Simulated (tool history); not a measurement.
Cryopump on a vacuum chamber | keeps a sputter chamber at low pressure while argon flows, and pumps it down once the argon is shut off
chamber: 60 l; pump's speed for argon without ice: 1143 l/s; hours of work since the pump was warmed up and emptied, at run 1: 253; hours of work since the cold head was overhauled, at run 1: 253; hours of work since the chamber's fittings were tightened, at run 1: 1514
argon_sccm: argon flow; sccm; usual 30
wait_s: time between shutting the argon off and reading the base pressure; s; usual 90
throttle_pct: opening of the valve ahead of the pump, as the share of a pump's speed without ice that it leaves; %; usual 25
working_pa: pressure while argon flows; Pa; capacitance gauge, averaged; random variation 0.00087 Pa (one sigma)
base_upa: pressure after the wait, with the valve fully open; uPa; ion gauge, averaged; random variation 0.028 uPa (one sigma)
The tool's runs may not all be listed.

run	hour	argon_sccm	wait_s	throttle_pct	hours of work since the pump was warmed up and emptied	hours of work since the cold head was overhauled	hours of work since the chamber's fittings were tightened	working_pa	base_upa
1	0	30	90	25	253	253	1514	0.18	1.47
2	13.5	30	90	25	259	259	1519	0.1797	1.5
3	30	27	90	25	266	266	1526	0.1617	1.48
4	53.9	43	90	25	276	276	1537	0.2571	1.49
5	71.1	43	90	25	284	284	1544	0.2565	1.54
6	85.5	43	90	25	290	290	1550	0.2574	1.52
7	104.6	43	90	25	298	298	1559	0.259	1.53
8	130.5	43	90	25	309	309	1570	0.258	1.56
9	156	30	90	25	320	320	1581	0.1794	1.53
10	175.7	30	90	25	329	329	1589	0.1818	1.51
11	196.4	30	207	18	338	338	1598	0.2487	0.95
12	209.7	30	207	18	343	343	1604	0.2486	0.97
13	231.4	24	238	18	353	353	1613	0.1998	0.92
14	243.9	51	238	20	358	358	1618	0.3802	0.92
15	268.3	51	238	20	369	369	1629	0.3823	0.89
16	293.1	30	90	32	379	379	1640	0.142	1.53

Run 17 comes next. What will it give?
17	313.2	22	90	25	388	388	1648	?	?

working_pa: 0.1337 Pa
base_upa: 1.53 uPa
Without the tool's hidden state the same run would have given working_pa 0.1311 Pa, base_upa 1.29 uPa.
